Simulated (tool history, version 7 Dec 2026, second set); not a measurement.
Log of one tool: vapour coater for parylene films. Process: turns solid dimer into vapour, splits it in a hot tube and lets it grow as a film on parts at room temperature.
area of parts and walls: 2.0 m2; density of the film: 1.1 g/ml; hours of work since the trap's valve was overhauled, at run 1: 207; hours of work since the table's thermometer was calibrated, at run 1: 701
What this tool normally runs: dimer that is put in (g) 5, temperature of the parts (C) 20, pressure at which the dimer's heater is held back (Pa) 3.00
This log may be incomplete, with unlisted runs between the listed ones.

run,day,dimer that is put in (g),temperature of the parts (C),pressure at which the dimer's heater is held back (Pa),hours of work since the trap's valve was overhauled,hours of work since the table's thermometer was calibrated,thickness of the film (µm)
1,0.000,5,20,3.00,207,701,1.92
2,1.783,5,20,3.00,232,726,1.88
3,3.279,5,20,3.00,252,747,1.90
4,6.250,5,20,3.00,294,788,1.89
5,7.562,5,20,3.00,312,806,1.91
6,8.975,9,20,3.00,331,826,3.38
7,10.829,5,20,3.03,357,851,1.85
# day 11.017: table's thermometer calibrated
8,13.950,5,17,3.03,400,41,1.98
9,16.133,3,15,2.81,430,71,1.22
# day 18.188: trap's valve overhauled
10,18.521,6,14,5.01,5,102,2.56
11,20.083,6,14,5.01,26,123,2.57
12,21.571,6,14,5.01,47,144,2.48
13,23.621,6,16,5.01,75,172,2.41
# day 24.200: table's thermometer calibrated, once more
14,25.046,2,12,4.42,94,12,0.90
15,26.400,8,12,4.42,113,31,3.51
16,28.825,8,21,4.52,147,64,2.78

What differs in the tool's unlogged condition from the final listed run ahead of each entry between runs to the first listed run following it?
From run 7 to run 8: table's thermometer calibrated (day 11.017)
  vapour lost through the trap's worn valve, %: 7.8 -> 8.7; true temperature of the parts over the reading, C: -0.26 -> -0.46
  measured less the result without the state, thickness of the film (µm): -0.14 -> -0.17
From run 9 to run 10: trap's valve overhauled (day 18.188)
  vapour lost through the trap's worn valve, %: 9.3 -> 0.1; true temperature of the parts over the reading, C: -0.47 -> -0.49
  measured less the result without the state, thickness of the film (µm): -0.12 -> +0.03
From run 13 to run 14: table's thermometer calibrated, once more (day 24.200)
  vapour lost through the trap's worn valve, %: 1.7 -> 2.1; true temperature of the parts over the reading, C: -0.52 -> 0.04
  measured less the result without the state, thickness of the film (µm): -0.01 -> -0.02
